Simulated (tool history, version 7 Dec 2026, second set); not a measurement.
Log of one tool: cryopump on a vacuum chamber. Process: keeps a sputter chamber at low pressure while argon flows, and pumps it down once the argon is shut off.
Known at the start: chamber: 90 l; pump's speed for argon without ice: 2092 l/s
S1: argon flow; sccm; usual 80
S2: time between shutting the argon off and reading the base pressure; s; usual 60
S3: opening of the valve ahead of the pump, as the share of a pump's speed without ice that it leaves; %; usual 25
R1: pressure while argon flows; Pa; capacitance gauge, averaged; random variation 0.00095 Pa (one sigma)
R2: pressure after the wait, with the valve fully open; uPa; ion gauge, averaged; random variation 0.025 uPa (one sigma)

| run | day | S1 | S2 | S3 | R1 | R2 |
|---|---|---|---|---|---|---|
| 1 | 0.000 | 80 | 60 | 25 | 0.2595 | 1.50 |
| 2 | 2.083 | 80 | 60 | 25 | 0.2620 | 1.51 |
| 3 | 4.096 | 80 | 60 | 25 | 0.2620 | 1.54 |
| 4 | 6.062 | 80 | 60 | 25 | 0.2625 | 1.24 |
| 5 | 7.142 | 80 | 60 | 25 | 0.2645 | 1.24 |
| 6 | 9.629 | 80 | 60 | 36 | 0.1849 | 1.24 |
| 7 | 10.908 | 80 | 60 | 36 | 0.1857 | 1.25 |
| 8 | 13.208 | 80 | 60 | 25 | 0.2631 | 1.24 |
| 9 | 15.350 | 80 | 60 | 25 | 0.2662 | 1.20 |
| 10 | 18.038 | 80 | 60 | 25 | 0.2671 | 1.29 |
| 11 | 19.758 | 80 | 60 | 25 | 0.2596 | 1.27 |
| 12 | 21.904 | 80 | 60 | 25 | 0.2574 | 1.21 |
| 13 | 24.300 | 80 | 60 | 25 | 0.2610 | 1.25 |
| 14 | 25.692 | 80 | 60 | 24 | 0.2708 | 1.25 |
| 15 | 27.750 | 80 | 60 | 24 | 0.2731 | 1.27 |
| 16 | 30.308 | 80 | 60 | 38 | 0.1738 | 1.27 |
| 17 | 31.783 | 80 | 60 | 33 | 0.2011 | 1.26 |
| 18 | 33.921 | 80 | 60 | 33 | 0.1996 | 1.27 |
| 19 | 35.342 | 112 | 60 | 19 | 0.4859 | 1.23 |
| 20 | 36.629 | 80 | 278 | 15 | 0.4375 | 0.44 |
| 21 | 38.246 | 80 | 278 | 15 | 0.4367 | 0.41 |
| 22 | 39.388 | 80 | 278 | 15 | 0.4375 | 0.44 |
| 23 | 41.258 | 80 | 278 | 15 | 0.4367 | 0.44 |
| 24 | 42.629 | 74 | 96 | 58 | 0.1104 | 0.89 |
| 25 | 45.217 | 74 | 96 | 58 | 0.1108 | 0.95 |
| 26 | 47.183 | 74 | 60 | 15 | 0.4060 | 1.27 |
| 27 | 48.783 | 74 | 177 | 43 | 0.1477 | 0.66 |
| 28 | 50.429 | 44 | 48 | 43 | 0.0836 | 1.57 |
| 29 | 52.783 | 76 | 204 | 36 | 0.1719 | 0.58 |
| 30 | 54.067 | 80 | 27 | 55 | 0.1190 | 2.62 |
| 31 | 55.842 | 80 | 27 | 55 | 0.1203 | 2.63 |
| 32 | 58.208 | 80 | 27 | 55 | 0.1205 | 2.61 |
| 33 | 60.375 | 124 | 87 | 45 | 0.2287 | 1.01 |
| 34 | 62.533 | 55 | 60 | 20 | 0.2258 | 1.33 |
| 35 | 65.067 | 55 | 201 | 33 | 0.1382 | 0.60 |

Taken out of this log: 3 entries between the listed runs. Where each belongs, and how the hidden state differs across it:
Between runs 3 and 4: leaking fittings of the chamber tightened, without venting (day 4.346)
  pump's speed, % of a pump's without ice: 94.5 -> 93.7; cold plate's temperature, K: 12.08 -> 12.09; leak into the chamber, uPa l/s: 927 -> 309
  measured less the result without the state, R1: +0.0039 -> +0.0045 Pa; R2: +0.33 -> +0.02 uPa
Between runs 10 and 11: pump warmed up, emptied and cooled again (day 19.758)
  pump's speed, % of a pump's without ice: 88.5 -> 99.8; cold plate's temperature, K: 12.15 -> 12.16; leak into the chamber, uPa l/s: 347 -> 353
  measured less the result without the state, R1: +0.0086 -> +0.0003 Pa; R2: +0.05 -> +0.02 uPa
Between runs 27 and 28: pump warmed up, emptied and cooled again (day 49.683)
  pump's speed, % of a pump's without ice: 87.7 -> 99.2; cold plate's temperature, K: 12.3 -> 12.31; leak into the chamber, uPa l/s: 449 -> 454
  measured less the result without the state, R1: +0.0089 -> +0.0005 Pa; R2: +0.11 -> +0.08 uPa
